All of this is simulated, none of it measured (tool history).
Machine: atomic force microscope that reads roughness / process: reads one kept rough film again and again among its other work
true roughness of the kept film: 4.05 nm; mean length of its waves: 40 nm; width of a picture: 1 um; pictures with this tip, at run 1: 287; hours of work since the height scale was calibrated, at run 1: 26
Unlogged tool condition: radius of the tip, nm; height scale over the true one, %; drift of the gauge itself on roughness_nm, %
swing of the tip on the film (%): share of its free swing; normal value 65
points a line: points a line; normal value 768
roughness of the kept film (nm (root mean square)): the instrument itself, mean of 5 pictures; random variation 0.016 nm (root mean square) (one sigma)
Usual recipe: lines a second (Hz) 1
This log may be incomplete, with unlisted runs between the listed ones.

run	hour	lines a second (Hz)	swing of the tip on the film (%)	points a line	pictures with this tip	hours of work since the height scale was calibrated	roughness of the kept film (nm (root mean square))
1	0	1	65	768	287	26	3.432
2	6.1	1	65	768	298	31	3.42
3	17.7	1	65	768	320	41	3.382
4	24.8	1	65	768	334	46	3.376
5	36.2	1	65	768	355	55	3.363
6	43.8	1	65	768	370	61	3.361
# hour 48.6: new tip fitted
7	52	1	65	657	7	67	3.745
8	59.9	1	65	657	22	74	3.717
9	65.6	1	65	657	32	78	3.708
10	76	0.89	65	606	52	86	3.714
11	85.9	1	75	692	71	94	3.605
12	93.9	0.9	83	777	86	101	3.555
13	103.3	1	65	310	104	108	3.607
14	114	0.9	65	883	124	117	3.621
15	121.6	0.9	65	883	139	123	3.62
16	132.9	0.9	65	883	160	132	3.571

Take each entry between the runs: how does the hidden state at the last listed run before it differ from the hidden state at the first listed run after it?
Logged between run 6 and run 7: new tip fitted (hour 48.6)
  radius of the tip, nm: 18.3 -> 5.5; height scale over the true one, %: -0.06 -> -0.05
  the result without the hidden state subtracted from the measured one, roughness of the kept film (nm (root mean square)): -0.428 -> -0.021
